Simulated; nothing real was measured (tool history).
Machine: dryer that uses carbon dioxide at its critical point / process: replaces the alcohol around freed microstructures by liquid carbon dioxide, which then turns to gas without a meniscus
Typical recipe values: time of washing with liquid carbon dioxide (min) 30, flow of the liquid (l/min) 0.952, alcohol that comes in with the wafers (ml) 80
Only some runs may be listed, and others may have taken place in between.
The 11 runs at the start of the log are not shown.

| run | hour | time of washing with liquid carbon dioxide (min) | flow of the liquid (l/min) | alcohol that comes in with the wafers (ml) | alcohol left in the vessel before it's heated (ppm by volume) |
|---|---|---|---|---|---|
| 12 | 497.7 | 30 | 1.253 | 41 | 63 |
| 13 | 525.2 | 29 | 1.253 | 41 | 68 |
| 14 | 587.6 | 29 | 1.253 | 41 | 77 |
| 15 | 649.3 | 29 | 1.253 | 41 | 84 |
| 16 | 700.2 | 29 | 1.253 | 41 | 71 |
| 17 | 747.7 | 30 | 0.595 | 80 | 479 |
| 18 | 788.5 | 30 | 0.952 | 29 | 97 |
|  | 815.2 | inlet filter changed |
| 19 | 823.2 | 30 | 0.952 | 29 | 96 |
| 20 | 890.3 | 28 | 0.599 | 70 | 451 |
| 21 | 953.5 | 31 | 0.715 | 26 | 144 |
| 22 | 1018.5 | 48 | 0.635 | 103 | 128 |

What will run 23 give?
| 23 | 1050.4 | 48 | 0.635 | 103 | ? |

alcohol left in the vessel before it's heated (ppm by volume): 128
If the tool had no hidden condition, the same run with the same run-to-run variation would have returned alcohol left in the vessel before it's heated (ppm by volume) 22.
